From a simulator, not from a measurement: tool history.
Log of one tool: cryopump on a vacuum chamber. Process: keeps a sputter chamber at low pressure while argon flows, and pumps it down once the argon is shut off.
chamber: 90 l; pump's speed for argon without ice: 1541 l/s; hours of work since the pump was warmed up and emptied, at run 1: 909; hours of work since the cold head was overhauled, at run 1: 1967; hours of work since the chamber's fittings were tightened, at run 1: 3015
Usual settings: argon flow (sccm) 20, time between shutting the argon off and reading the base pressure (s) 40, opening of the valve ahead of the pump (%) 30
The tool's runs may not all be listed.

run	hour	argon flow (sccm)	time between shutting the argon off and reading the base pressure (s)	opening of the valve ahead of the pump (%)	hours of work since the pump was warmed up and emptied	hours of work since the cold head was overhauled	hours of work since the chamber's fittings were tightened	pressure while argon flows (Pa)	pressure after the wait (uPa)
1	0.0	20	40	30	909	1967	3015	0.0787	3.37
2	84.0	20	40	30	950	2008	3056	0.0791	3.33
# hour 163.9: pump warmed up, emptied and cooled again
3	203.9	20	40	30	19	2063	3111	0.0742	2.99
4	286.0	20	40	35	59	2103	3151	0.0648	2.95
5	372.9	20	40	35	101	2145	3193	0.0635	3.00
6	490.8	20	40	35	158	2203	3250	0.0643	3.05
7	564.0	20	40	35	194	2238	3286	0.0649	3.10
8	617.1	20	40	35	220	2264	3312	0.0642	3.21
9	692.6	20	40	35	256	2300	3348	0.0641	3.11
10	799.5	20	40	35	308	2352	3400	0.0653	3.23
11	850.3	20	71	16	333	2377	3425	0.1375	2.97
12	953.0	14	40	30	383	2427	3475	0.0519	3.35
13	1005.8	14	21	30	408	2452	3500	0.0535	4.11
14	1072.4	28	72	30	441	2485	3533	0.1051	2.99
15	1173.7	28	72	25	490	2534	3582	0.1274	3.13
16	1287.5	28	29	42	545	2589	3637	0.0774	3.81
17	1386.1	28	29	42	593	2637	3685	0.0782	4.00
18	1493.7	12	132	44	645	2689	3737	0.0315	3.08
# hour 1563.9: leaking fittings of the chamber tightened, without venting
19	1608.6	11	40	30	700	2744	22	0.0422	1.09
20	1658.1	11	40	30	724	2768	46	0.0434	1.18

Forecast each of these 5 alternatives for the next run:
A	1733.8	20	40	18	760	2804	82	?	?
B	1733.8	23	156	55	760	2804	82	?	?
C	1733.8	13	40	52	760	2804	82	?	?
D	1733.8	10	40	30	760	2804	82	?	?
E	1733.8	21	275	35	760	2804	82	?	?

run	pressure while argon flows (Pa)	pressure after the wait (uPa)
A	0.1255	1.22
B	0.0520	0.55
C	0.0298	1.23
D	0.0384	1.21
E	0.0709	0.46
Without the tool's hidden state the same runs would have given:
run	pressure while argon flows (Pa)	pressure after the wait (uPa)
A	0.1209	1.10
B	0.0467	0.43
C	0.0268	1.10
D	0.0361	1.09
E	0.0660	0.34
